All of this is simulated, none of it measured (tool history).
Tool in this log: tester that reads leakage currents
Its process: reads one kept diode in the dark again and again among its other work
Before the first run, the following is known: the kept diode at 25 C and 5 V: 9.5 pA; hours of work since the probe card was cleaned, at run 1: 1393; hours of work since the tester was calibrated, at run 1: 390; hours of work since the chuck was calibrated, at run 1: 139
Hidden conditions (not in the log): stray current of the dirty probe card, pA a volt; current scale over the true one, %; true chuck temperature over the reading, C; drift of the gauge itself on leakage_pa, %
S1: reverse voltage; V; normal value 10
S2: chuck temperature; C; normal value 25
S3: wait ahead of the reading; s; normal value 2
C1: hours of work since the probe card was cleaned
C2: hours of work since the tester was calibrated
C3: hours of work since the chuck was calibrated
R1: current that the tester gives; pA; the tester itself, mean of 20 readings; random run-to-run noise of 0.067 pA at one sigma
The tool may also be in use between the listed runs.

Run 1, day 0: usual settings; C1 1393; C2 390; C3 139. Result: R1 17.52 pA.
Run 2, day 2.588: usual settings; C1 1427; C2 424; C3 172. Result: R1 17.6 pA.
Run 3, day 4.45: usual settings but S1 3.4 V; C1 1451; C2 448; C3 197. Result: R1 9.18 pA.
Run 4, day 7.067: usual settings but S1 3.4 V; C1 1485; C2 482; C3 230. Result: R1 9.26 pA.
Run 5, day 9.867: usual settings but S1 3.4 V; C1 1521; C2 518; C3 267. Result: R1 9.28 pA.
Run 6, day 11.858: usual settings but S1 3.4 V, S2 34 C; C1 1547; C2 544; C3 293. Result: R1 18.89 pA.
Run 7, day 14.7: usual settings but S1 3.4 V, S2 34 C, S3 8.14 s; C1 1584; C2 581; C3 329. Result: R1 18.72 pA.
Run 8, day 17.846: usual settings; C1 1624; C2 621; C3 370. Result: R1 18.01 pA.
Run 9, day 19.879: usual settings; C1 1651; C2 648; C3 397. Result: R1 18.14 pA.
Run 10, day 21.488: usual settings; C1 1672; C2 669; C3 418. Result: R1 18.17 pA.
Run 11, day 22.979: usual settings; C1 1691; C2 688; C3 437. Result: R1 18.09 pA.
Run 12, day 24.708: usual settings; C1 1714; C2 710; C3 459. Result: R1 18.27 pA.
At day 25.083: chuck's temperature calibrated.
Run 13, day 26.638: usual settings but S1 1.7 V; C1 1737; C2 734; C3 20. Result: R1 6.48 pA.
Run 14, day 28.321: usual settings but S1 5.6 V; C1 1759; C2 756; C3 42. Result: R1 13.11 pA.
Run 15, day 30.221: usual settings but S1 5.6 V; C1 1784; C2 781; C3 67. Result: R1 13.14 pA.
Run 16, day 33.292: usual settings but S1 4.4 V; C1 1824; C2 821; C3 106. Result: R1 11.41 pA.
Run 17, day 35.354: usual settings but S1 4.4 V; C1 1851; C2 848; C3 133. Result: R1 11.37 pA.
Run 18, day 37.488: usual settings but S1 4.4 V; C1 1878; C2 875; C3 161. Result: R1 11.48 pA.
Run 19, day 39.308: usual settings but S1 1.4 V; C1 1902; C2 899; C3 185. Result: R1 5.86 pA.
Run 20, day 42.371: usual settings but S2 50 C; C1 1942; C2 939; C3 224. Result: R1 122.31 pA.
At day 42.917: chuck's temperature calibrated, once more.
Run 21, day 44.75: usual settings but S2 48 C; C1 1971; C2 968; C3 24. Result: R1 97.54 pA.
Run 22, day 47.304: usual settings but S2 44 C; C1 2004; C2 1001; C3 57. Result: R1 72.96 pA.
Run 23, day 49.792: usual settings but S1 1.3 V, S2 56 C, S3 2.32 s; C1 2037; C2 1034; C3 89. Result: R1 59.05 pA.
Run 24, day 52.121: usual settings but S1 1.3 V, S2 56 C, S3 2.32 s; C1 2067; C2 1064; C3 119. Result: R1 59.43 pA.
Run 25, day 55.029: usual settings but S1 1.3 V, S2 56 C, S3 2.32 s; C1 2105; C2 1102; C3 157. Result: R1 59.63 pA.
Run 26, day 57.492: usual settings but S1 1.3 V, S2 56 C, S3 2.32 s; C1 2137; C2 1134; C3 189. Result: R1 59.44 pA.
Run 27, day 60.488: usual settings but S1 1.3 V, S2 56 C, S3 4.83 s; C1 2176; C2 1173; C3 228. Result: R1 59.42 pA.
Run 28, day 62.417: usual settings but S1 1.9 V, S2 37 C; C1 2201; C2 1198; C3 253. Result: R1 17.23 pA.
Run 29, day 63.733: usual settings but S1 1.9 V, S2 26 C; C1 2218; C2 1215; C3 270. Result: R1 7.15 pA.
Run 30, day 66.45: usual settings but S1 1.9 V, S2 26 C; C1 2253; C2 1250; C3 305. Result: R1 7.26 pA.
Run 31, day 69.254: usual settings but S1 11.5 V, S2 41 C, S3 4.27 s; C1 2289; C2 1286; C3 342. Result: R1 63.58 pA.
Run 32, day 71.854: usual settings but S1 2.1 V, S3 1.9 s; C1 2323; C2 1320; C3 375. Result: R1 7.12 pA.
Run 33, day 73.338: usual settings but S1 2.1 V, S3 1.9 s; C1 2342; C2 1339; C3 395. Result: R1 7.11 pA.
Run 34, day 76.142: usual settings but S1 2.1 V, S2 30 C, S3 0.44 s; C1 2379; C2 1376; C3 431. Result: R1 11.1 pA.
Run 35, day 78.858: usual settings but S1 2.1 V, S2 30 C, S3 0.44 s; C1 2414; C2 1411; C3 466. Result: R1 11.2 pA.
Run 36, day 81.871: usual settings but S1 2.1 V, S2 30 C, S3 0.44 s; C1 2453; C2 1450; C3 505. Result: R1 11.14 pA.
Run 37, day 83.342: usual settings but S1 2.1 V, S2 30 C, S3 0.44 s; C1 2472; C2 1469; C3 524. Result: R1 11.22 pA.
Run 38, day 84.896: usual settings but S1 2.1 V, S2 30 C, S3 0.64 s; C1 2492; C2 1489; C3 545. Result: R1 10.87 pA.
Run 39, day 87.504: usual settings but S2 39 C, S3 1.48 s; C1 2526; C2 1523; C3 578. Result: R1 51.82 pA.

What if the next run were any one of these 3? Each begins from the tool's condition after run 39:
Run A, day 89.633: usual settings but S1 9 V, S2 39 C, S3 5.74 s; C1 2554; C2 1551; C3 606. Result: R1 ?.
Run B, day 89.633: usual settings but S1 15.9 V, S2 27 C, S3 6.21 s; C1 2554; C2 1551; C3 606. Result: R1 ?.
Run C, day 89.633: usual settings but S1 9.7 V, S2 39 C, S3 8.79 s; C1 2554; C2 1551; C3 606. Result: R1 ?.

run     R1
  A  48.48
  B  29.02
  C  50.49
With the hidden condition removed and each run's random variation left untouched, the same runs would have given:
run     R1
  A  43.95
  B  21.72
  C  45.62
